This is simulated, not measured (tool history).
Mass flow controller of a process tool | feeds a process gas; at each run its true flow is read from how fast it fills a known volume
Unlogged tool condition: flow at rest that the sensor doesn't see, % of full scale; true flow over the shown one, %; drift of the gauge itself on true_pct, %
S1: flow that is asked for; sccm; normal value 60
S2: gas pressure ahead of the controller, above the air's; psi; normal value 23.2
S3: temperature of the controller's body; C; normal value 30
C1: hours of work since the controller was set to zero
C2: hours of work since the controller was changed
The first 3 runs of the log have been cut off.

{"run": 4, "day": 37.562, "S1": 60, "S2": 23.2, "S3": 30, "C1": 5499, "C2": 5499, "true flow (%)": 99.72}
{"run": 5, "day": 45.829, "S1": 27, "S2": 23.2, "S3": 30, "C1": 5593, "C2": 5593, "true flow (%)": 99.59}
{"day": 49.9, "done": "controller exchanged for a calibrated one"}
{"run": 6, "day": 61.958, "S1": 27, "S2": 23.2, "S3": 30, "C1": 137, "C2": 137, "true flow (%)": 99.49}
{"run": 7, "day": 72.717, "S1": 27, "S2": 23.2, "S3": 30, "C1": 260, "C2": 260, "true flow (%)": 99.48}
{"run": 8, "day": 86.721, "S1": 60, "S2": 23.2, "S3": 30, "C1": 419, "C2": 419, "true flow (%)": 99.73}
{"run": 9, "day": 101.375, "S1": 60, "S2": 23.2, "S3": 30, "C1": 586, "C2": 586, "true flow (%)": 99.65}
{"run": 10, "day": 114.138, "S1": 143, "S2": 23.2, "S3": 30, "C1": 731, "C2": 731, "true flow (%)": 100.01}
{"run": 11, "day": 128.646, "S1": 143, "S2": 23.2, "S3": 30, "C1": 896, "C2": 896, "true flow (%)": 100.23}
{"run": 12, "day": 136.867, "S1": 60, "S2": 22, "S3": 30, "C1": 990, "C2": 990, "true flow (%)": 99.75}
{"run": 13, "day": 147.975, "S1": 60, "S2": 22, "S3": 30, "C1": 1116, "C2": 1116, "true flow (%)": 99.61}
{"run": 14, "day": 154.979, "S1": 60, "S2": 22, "S3": 30, "C1": 1196, "C2": 1196, "true flow (%)": 99.57}
{"run": 15, "day": 163.938, "S1": 60, "S2": 22, "S3": 30, "C1": 1298, "C2": 1298, "true flow (%)": 99.6}
{"run": 16, "day": 173.229, "S1": 35, "S2": 38.3, "S3": 37, "C1": 1404, "C2": 1404, "true flow (%)": 99.07}
{"run": 17, "day": 184.05, "S1": 60, "S2": 28.9, "S3": 30, "C1": 1527, "C2": 1527, "true flow (%)": 99.31}
{"run": 18, "day": 194.671, "S1": 38, "S2": 28.9, "S3": 36, "C1": 1648, "C2": 1648, "true flow (%)": 99.61}
{"run": 19, "day": 211.15, "S1": 60, "S2": 30.2, "S3": 35, "C1": 1836, "C2": 1836, "true flow (%)": 99.55}
{"run": 20, "day": 220.012, "S1": 133, "S2": 20.6, "S3": 39, "C1": 1937, "C2": 1937, "true flow (%)": 100.44}
{"run": 21, "day": 229.483, "S1": 133, "S2": 20.6, "S3": 39, "C1": 2044, "C2": 2044, "true flow (%)": 100.59}
{"run": 22, "day": 237.742, "S1": 60, "S2": 38.6, "S3": 38, "C1": 2138, "C2": 2138, "true flow (%)": 99.23}
{"run": 23, "day": 247.929, "S1": 74, "S2": 20.3, "S3": 35, "C1": 2254, "C2": 2254, "true flow (%)": 99.84}
{"run": 24, "day": 260.708, "S1": 160, "S2": 28.1, "S3": 35, "C1": 2400, "C2": 2400, "true flow (%)": 100.1}
{"run": 25, "day": 267.542, "S1": 68, "S2": 23.2, "S3": 30, "C1": 2478, "C2": 2478, "true flow (%)": 99.47}
{"run": 26, "day": 277.946, "S1": 101, "S2": 22.5, "S3": 29, "C1": 2596, "C2": 2596, "true flow (%)": 99.49}
{"run": 27, "day": 294.625, "S1": 20, "S2": 24.1, "S3": 34, "C1": 2786, "C2": 2786, "true flow (%)": 99.35}

The next listed run, before its measurement:
{"run": 28, "day": 309.633, "S1": 20, "S2": 24.1, "S3": 34, "C1": 2957, "C2": 2957, "true flow (%)": "?"}

{"run 28": {"true flow (%)": 99.2}}
The same run, on a tool lacking any hidden state, would have yielded true flow (%) 99.76.
